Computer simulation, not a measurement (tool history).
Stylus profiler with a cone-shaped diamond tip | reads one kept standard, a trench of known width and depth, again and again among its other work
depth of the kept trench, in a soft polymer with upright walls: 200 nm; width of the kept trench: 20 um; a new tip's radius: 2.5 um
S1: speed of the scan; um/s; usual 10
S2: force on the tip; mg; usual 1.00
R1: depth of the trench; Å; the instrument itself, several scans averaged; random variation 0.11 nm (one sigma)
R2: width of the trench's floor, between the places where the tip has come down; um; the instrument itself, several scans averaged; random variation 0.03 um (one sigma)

run     day  S1    S2      R1     R2
  1   0.000  10  1.00  2007.4  17.41
  2   3.442  10  1.00  2007.3  17.40
  3   6.133  34  1.00  2006.0  17.13
  4   9.629  34  1.00  2005.7  17.10
  5  11.538   4  1.00  2009.4  17.35
  6  14.150   4  1.00  2005.8  17.35
  7  16.721   4  1.00  2003.3  17.32
  8  18.762  10  2.23  2015.7  17.28
  9  21.704  10  2.27  2018.9  17.22
     24.038  -- height scale calibrated on a step standard
 10  24.600  10  0.91  2014.5  17.19
 11  28.004  10  0.91  2014.6  17.12
 12  30.121  22  1.00  2017.2  17.00
 13  32.683   6  1.16  2017.0  17.16
 14  34.108   6  1.16  2019.2  17.11
 15  37.296  24  0.63  2011.8  16.96
 16  40.112   6  0.40  2008.7  17.05
 17  42.258   2  1.85  2022.3  17.16

Run 18 comes next. What will it give?
 18  45.225   3  1.00   ?   ?

{"run 18": {"R1": 2013.5, "R2": 17.14}}
Without the tool's hidden state the same run would have given R1 2015.5 Å, R2 18.04 um.
